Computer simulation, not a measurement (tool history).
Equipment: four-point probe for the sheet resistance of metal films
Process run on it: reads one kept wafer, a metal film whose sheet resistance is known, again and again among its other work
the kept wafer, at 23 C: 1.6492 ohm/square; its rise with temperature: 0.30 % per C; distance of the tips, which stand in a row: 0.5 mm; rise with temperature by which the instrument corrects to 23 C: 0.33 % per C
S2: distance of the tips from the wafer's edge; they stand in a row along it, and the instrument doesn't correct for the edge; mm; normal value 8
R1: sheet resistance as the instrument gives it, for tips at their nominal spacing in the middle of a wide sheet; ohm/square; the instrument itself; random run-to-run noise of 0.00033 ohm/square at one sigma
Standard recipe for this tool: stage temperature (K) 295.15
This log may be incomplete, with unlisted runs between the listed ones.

Run 1, day 0: usual settings. Result: R1 1.65299 ohm/square.
Run 2, day 0.917: usual settings. Result: R1 1.653557 ohm/square.
Run 3, day 1.55: usual settings. Result: R1 1.65332 ohm/square.
Run 4, day 2.417: usual settings. Result: R1 1.653463 ohm/square.
Run 5, day 3.004: usual settings. Result: R1 1.653151 ohm/square.
Run 6, day 4.188: usual settings but S2 13 mm. Result: R1 1.650633 ohm/square.
Run 7, day 5.054: usual settings but S2 13 mm. Result: R1 1.650972 ohm/square.
Run 8, day 5.712: usual settings but S2 5 mm. Result: R1 1.658611 ohm/square.
Run 9, day 6.512: usual settings but S2 5 mm. Result: R1 1.658498 ohm/square.
Run 10, day 7.688: usual settings but S2 5 mm. Result: R1 1.658625 ohm/square.
Run 11, day 8.567: usual settings but S2 5 mm. Result: R1 1.658454 ohm/square.
Run 12, day 9.871: usual settings but S2 5 mm. Result: R1 1.658458 ohm/square.
Run 13, day 10.842: usual settings but S2 74 mm. Result: R1 1.649942 ohm/square.
Run 14, day 11.658: usual settings but S2 74 mm. Result: R1 1.649614 ohm/square.
Run 15, day 12.283: usual settings but S2 74 mm. Result: R1 1.64968 ohm/square.
Run 16, day 13.217: usual settings but S2 74 mm. Result: R1 1.649428 ohm/square.
Run 17, day 14.317: usual settings but S2 74 mm. Result: R1 1.649925 ohm/square.
Run 18, day 15.571: usual settings but stage temperature (K) 305.15, S2 21 mm. Result: R1 1.645752 ohm/square.
Run 19, day 16.904: usual settings but stage temperature (K) 305.15, S2 6 mm. Result: R1 1.651482 ohm/square.
Run 20, day 18.312: usual settings but stage temperature (K) 298.15, S2 58 mm. Result: R1 1.648312 ohm/square.
Run 21, day 19.183: usual settings but stage temperature (K) 298.15, S2 58 mm. Result: R1 1.647981 ohm/square.
Run 22, day 20.308: usual settings but stage temperature (K) 298.15, S2 5 mm. Result: R1 1.65658 ohm/square.
Run 23, day 21.625: usual settings but stage temperature (K) 291.15. Result: R1 1.654681 ohm/square.
Run 24, day 22.367: usual settings but stage temperature (K) 291.15. Result: R1 1.655183 ohm/square.
Run 25, day 23.504: usual settings but stage temperature (K) 291.15, S2 7 mm. Result: R1 1.656203 ohm/square.
Run 26, day 24.292: usual settings but stage temperature (K) 291.15, S2 7 mm. Result: R1 1.656328 ohm/square.
Run 27, day 25.629: usual settings but stage temperature (K) 293.15, S2 7 mm. Result: R1 1.655345 ohm/square.

What if the next run were any one of these 5? Each begins from the tool's condition after run 27:
Run A, day 26.954: usual settings but stage temperature (K) 307.15, S2 9 mm. Result: R1 ?.
Run B, day 26.954: usual settings but stage temperature (K) 305.15, S2 4 mm. Result: R1 ?.
Run C, day 26.954: usual settings but stage temperature (K) 293.15, S2 6 mm. Result: R1 ?.
Run D, day 26.954: usual settings but stage temperature (K) 293.15, S2 7 mm. Result: R1 ?.
Run E, day 26.954: usual settings but S2 75 mm. Result: R1 ?.

run        R1
  A  1.646753
  B  1.658884
  C  1.656938
  D  1.655406
  E   1.64971
Without the tool's hidden state the same runs would have given:
run        R1
  A  1.646791
  B  1.658922
  C  1.656976
  D  1.655444
  E  1.649747

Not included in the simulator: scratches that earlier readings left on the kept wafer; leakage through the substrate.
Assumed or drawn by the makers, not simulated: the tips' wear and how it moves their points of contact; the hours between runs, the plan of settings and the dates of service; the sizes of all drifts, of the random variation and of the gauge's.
